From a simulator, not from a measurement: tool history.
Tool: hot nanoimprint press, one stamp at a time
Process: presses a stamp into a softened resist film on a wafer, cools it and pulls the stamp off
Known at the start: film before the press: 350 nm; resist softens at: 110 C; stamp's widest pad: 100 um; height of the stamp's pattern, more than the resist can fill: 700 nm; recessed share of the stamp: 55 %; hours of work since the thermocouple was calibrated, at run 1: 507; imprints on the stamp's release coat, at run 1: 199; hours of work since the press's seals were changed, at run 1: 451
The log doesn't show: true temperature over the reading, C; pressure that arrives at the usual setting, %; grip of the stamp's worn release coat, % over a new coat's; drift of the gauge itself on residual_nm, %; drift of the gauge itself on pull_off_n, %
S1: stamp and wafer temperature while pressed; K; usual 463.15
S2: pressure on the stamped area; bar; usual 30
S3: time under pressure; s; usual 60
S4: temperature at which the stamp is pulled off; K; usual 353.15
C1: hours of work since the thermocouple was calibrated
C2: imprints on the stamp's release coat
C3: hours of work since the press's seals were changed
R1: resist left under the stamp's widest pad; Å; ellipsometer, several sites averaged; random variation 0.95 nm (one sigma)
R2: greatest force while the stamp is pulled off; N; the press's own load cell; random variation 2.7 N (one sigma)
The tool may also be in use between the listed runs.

run 1 day=0 | S1=463.15 S2=30 S3=60 S4=353.15 | C1=507 C2=199 C3=451 | R1=1466 R2=140
run 2 day=0.492 | S1=463.15 S2=35.9 S3=60 S4=353.15 | C1=514 C2=219 C3=458 | R1=1379 R2=140
run 3 day=1.196 | S1=463.15 S2=35.9 S3=60 S4=353.15 | C1=523 C2=248 C3=467 | R1=1363 R2=146
run 4 day=1.979 | S1=463.15 S2=35.9 S3=60 S4=353.15 | C1=533 C2=280 C3=477 | R1=1355 R2=141
-- day=2.917 plate thermocouple calibrated
run 5 day=2.929 | S1=470.15 S2=30 S3=60 S4=353.15 | C1=0 C2=313 C3=488 | R1=1067 R2=152
run 6 day=3.938 | S1=470.15 S2=30 S3=60 S4=353.15 | C1=13 C2=354 C3=501 | R1=1060 R2=158
run 7 day=4.708 | S1=463.15 S2=30 S3=60 S4=359.15 | C1=24 C2=386 C3=512 | R1=1528 R2=135
-- day=5.167 plate thermocouple calibrated, once more
run 8 day=5.808 | S1=463.15 S2=32.4 S3=60 S4=353.15 | C1=8 C2=426 C3=524 | R1=1315 R2=143
run 9 day=6.246 | S1=463.15 S2=32.4 S3=60 S4=353.15 | C1=14 C2=444 C3=530 | R1=1319 R2=143
run 10 day=7.221 | S1=463.15 S2=32.4 S3=60 S4=353.15 | C1=27 C2=483 C3=543 | R1=1324 R2=145

The next listed run, before its measurement:
run 11 day=7.729 | S1=463.15 S2=32.4 S3=60 S4=353.15 | C1=34 C2=504 C3=550 | R1=? R2=?

R1: 1311 Å
R2: 136 N
Without the tool's hidden state the same run would have given R1 1294 Å, R2 126 N.
